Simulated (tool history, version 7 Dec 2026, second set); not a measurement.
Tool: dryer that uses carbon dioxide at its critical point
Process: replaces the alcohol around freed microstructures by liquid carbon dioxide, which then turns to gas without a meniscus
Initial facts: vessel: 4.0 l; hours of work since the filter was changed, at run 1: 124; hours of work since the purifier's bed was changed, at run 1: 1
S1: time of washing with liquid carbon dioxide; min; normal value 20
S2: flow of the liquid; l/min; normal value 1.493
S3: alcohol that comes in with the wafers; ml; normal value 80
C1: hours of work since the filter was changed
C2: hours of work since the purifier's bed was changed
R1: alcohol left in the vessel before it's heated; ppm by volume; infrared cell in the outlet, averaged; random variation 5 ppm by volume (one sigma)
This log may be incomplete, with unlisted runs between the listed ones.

| run | hour | S1 | S2 | S3 | C1 | C2 | R1 |
|---|---|---|---|---|---|---|---|
| 1 | 0 | 20 | 1.493 | 80 | 124 | 1 | 52 |
| 2 | 6.9 | 23 | 1.493 | 80 | 128 | 4 | 26 |
| 3 | 14.2 | 23 | 1.493 | 80 | 131 | 8 | 20 |
| 4 | 19.9 | 17 | 1.493 | 80 | 134 | 10 | 121 |
| 5 | 29.2 | 17 | 1.41 | 80 | 139 | 15 | 172 |
| 6 | 38.3 | 16 | 1.493 | 80 | 143 | 19 | 165 |
| 7 | 48.3 | 20 | 1.94 | 80 | 148 | 24 | 10 |
| 8 | 54 | 20 | 1.97 | 80 | 151 | 27 | 14 |
|  | 58.1 | inlet filter changed |
| 9 | 65.5 | 20 | 1.97 | 80 | 4 | 32 | 19 |
| 10 | 71.7 | 20 | 1.97 | 80 | 7 | 35 | 5 |
| 11 | 78.7 | 20 | 1.493 | 63 | 10 | 39 | 29 |
| 12 | 84.1 | 21 | 1.493 | 80 | 13 | 41 | 22 |
| 13 | 94.4 | 21 | 1.493 | 80 | 18 | 46 | 18 |
| 14 | 100.1 | 17 | 1.493 | 80 | 20 | 49 | 66 |
| 15 | 109 | 20 | 1.493 | 80 | 25 | 53 | 29 |
| 16 | 118 | 20 | 1.493 | 80 | 29 | 58 | 30 |
| 17 | 127 | 20 | 1.493 | 80 | 33 | 62 | 29 |
| 18 | 132.2 | 20 | 1.493 | 80 | 36 | 65 | 43 |
| 19 | 138.4 | 17 | 1.493 | 80 | 39 | 68 | 62 |
| 20 | 148.8 | 20 | 1.493 | 80 | 44 | 73 | 27 |
| 21 | 154.5 | 20 | 1.53 | 70 | 47 | 75 | 23 |
| 22 | 162.5 | 19 | 1.493 | 51 | 51 | 79 | 20 |
| 23 | 167.1 | 13 | 1.95 | 43 | 53 | 82 | 36 |
| 24 | 175 | 20 | 1.35 | 94 | 57 | 85 | 69 |
| 25 | 184.8 | 20 | 1.19 | 22 | 62 | 90 | 41 |
| 26 | 190.2 | 16 | 1.75 | 53 | 64 | 93 | 29 |
| 27 | 198.8 | 18 | 1.493 | 42 | 68 | 97 | 36 |
| 28 | 207.2 | 18 | 1.493 | 42 | 72 | 101 | 44 |
| 29 | 214.3 | 20 | 1.99 | 35 | 76 | 104 | 16 |
| 30 | 219.9 | 20 | 0.91 | 80 | 79 | 107 | 451 |
| 31 | 224.9 | 20 | 1.09 | 80 | 81 | 110 | 208 |
| 32 | 234.3 | 20 | 1.09 | 80 | 86 | 114 | 212 |
| 33 | 242.5 | 20 | 1.493 | 67 | 90 | 118 | 40 |
| 34 | 248.9 | 23 | 1.93 | 106 | 93 | 121 | 9 |
| 35 | 257.9 | 32 | 1.31 | 80 | 97 | 126 | 18 |
| 36 | 264.6 | 30 | 1.18 | 22 | 100 | 129 | 8 |
| 37 | 274 | 26 | 1.493 | 80 | 105 | 134 | 22 |
| 38 | 284.2 | 26 | 1.493 | 80 | 110 | 138 | 16 |

Below are 3 alternative next runs, each starting from the tool's condition after run 38. Predict each:
| A | 294.6 | 20 | 1.07 | 80 | 115 | 144 | ? |
| B | 294.6 | 20 | 1.09 | 45 | 115 | 144 | ? |
| C | 294.6 | 21 | 1.493 | 80 | 115 | 144 | ? |

| run | R1 |
|---|---|
| A | 271 |
| B | 144 |
| C | 33 |
Without the tool's hidden state the same runs would have given:
| run | R1 |
|---|---|
| A | 146 |
| B | 77 |
| C | 9 |

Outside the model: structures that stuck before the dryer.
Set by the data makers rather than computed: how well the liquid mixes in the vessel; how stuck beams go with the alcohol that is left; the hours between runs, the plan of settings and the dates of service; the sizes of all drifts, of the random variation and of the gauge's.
